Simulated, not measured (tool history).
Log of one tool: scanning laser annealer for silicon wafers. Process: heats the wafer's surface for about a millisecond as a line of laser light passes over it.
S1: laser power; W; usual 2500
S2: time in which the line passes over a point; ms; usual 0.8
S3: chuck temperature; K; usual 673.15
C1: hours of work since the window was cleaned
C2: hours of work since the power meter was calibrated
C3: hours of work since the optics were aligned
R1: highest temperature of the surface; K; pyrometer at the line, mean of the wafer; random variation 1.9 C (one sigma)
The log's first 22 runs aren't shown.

| run | hour | S1 | S2 | S3 | C1 | C2 | C3 | R1 |
|---|---|---|---|---|---|---|---|---|
| 23 | 1516.8 | 2631 | 0.782 | 675.15 | 417 | 2291 | 982 | 1366.15 |
|  | 1573 | window over the wafer cleaned |
| 24 | 1601.5 | 2432 | 0.84 | 658.15 | 23 | 2357 | 1047 | 1331.15 |
|  | 1675.4 | optics aligned, line set to its width |
| 25 | 1676.8 | 2287 | 0.561 | 689.15 | 79 | 2413 | 1 | 1204.15 |
| 26 | 1770 | 2287 | 0.561 | 689.15 | 153 | 2487 | 75 | 1200.15 |
| 27 | 1837.8 | 2287 | 0.561 | 689.15 | 206 | 2541 | 129 | 1195.15 |
| 28 | 1894.6 | 2287 | 0.675 | 689.15 | 252 | 2586 | 174 | 1240.15 |
| 29 | 1988.8 | 2287 | 0.675 | 689.15 | 326 | 2661 | 249 | 1242.15 |
| 30 | 2080 | 2287 | 0.56 | 689.15 | 399 | 2733 | 321 | 1185.15 |
| 31 | 2119.4 | 2287 | 0.56 | 689.15 | 430 | 2765 | 353 | 1179.15 |
|  | 2160.3 | window over the wafer cleaned |
| 32 | 2213.8 | 2688 | 0.573 | 683.15 | 43 | 2838 | 426 | 1323.15 |
| 33 | 2255.3 | 2254 | 0.939 | 673.15 | 75 | 2871 | 459 | 1333.15 |
| 34 | 2309.3 | 2317 | 0.756 | 708.15 | 118 | 2914 | 502 | 1314.15 |
| 35 | 2376.1 | 2317 | 0.756 | 708.15 | 171 | 2967 | 555 | 1305.15 |
| 36 | 2449.2 | 2317 | 0.756 | 708.15 | 230 | 3025 | 613 | 1303.15 |
| 37 | 2506.9 | 2317 | 0.756 | 708.15 | 275 | 3071 | 659 | 1299.15 |
| 38 | 2581.3 | 2317 | 0.756 | 708.15 | 334 | 3130 | 718 | 1294.15 |
|  | 2661.4 | laser's power meter calibrated |
| 39 | 2663.4 | 2500 | 0.841 | 696.15 | 397 | 2 | 781 | 1392.15 |

Forecast each of these 4 alternatives for the next run:
|  | 2748.1 | window over the wafer cleaned |
| A | 2754.4 | 2731 | 0.841 | 696.15 | 5 | 72 | 852 | ? |
|  | 2748.1 | window over the wafer cleaned |
| B | 2754.4 | 2298 | 0.757 | 673.15 | 5 | 72 | 852 | ? |
|  | 2748.1 | window over the wafer cleaned |
| C | 2754.4 | 2357 | 0.841 | 665.15 | 5 | 72 | 852 | ? |
|  | 2748.1 | window over the wafer cleaned |
| D | 2754.4 | 2159 | 0.633 | 650.15 | 5 | 72 | 852 | ? |

| run | R1 |
|---|---|
| A | 1506.15 |
| B | 1282.15 |
| C | 1329.15 |
| D | 1160.15 |
Without the tool's hidden state the same runs would have given:
| run | R1 |
|---|---|
| A | 1531.15 |
| B | 1301.15 |
| C | 1350.15 |
| D | 1176.15 |
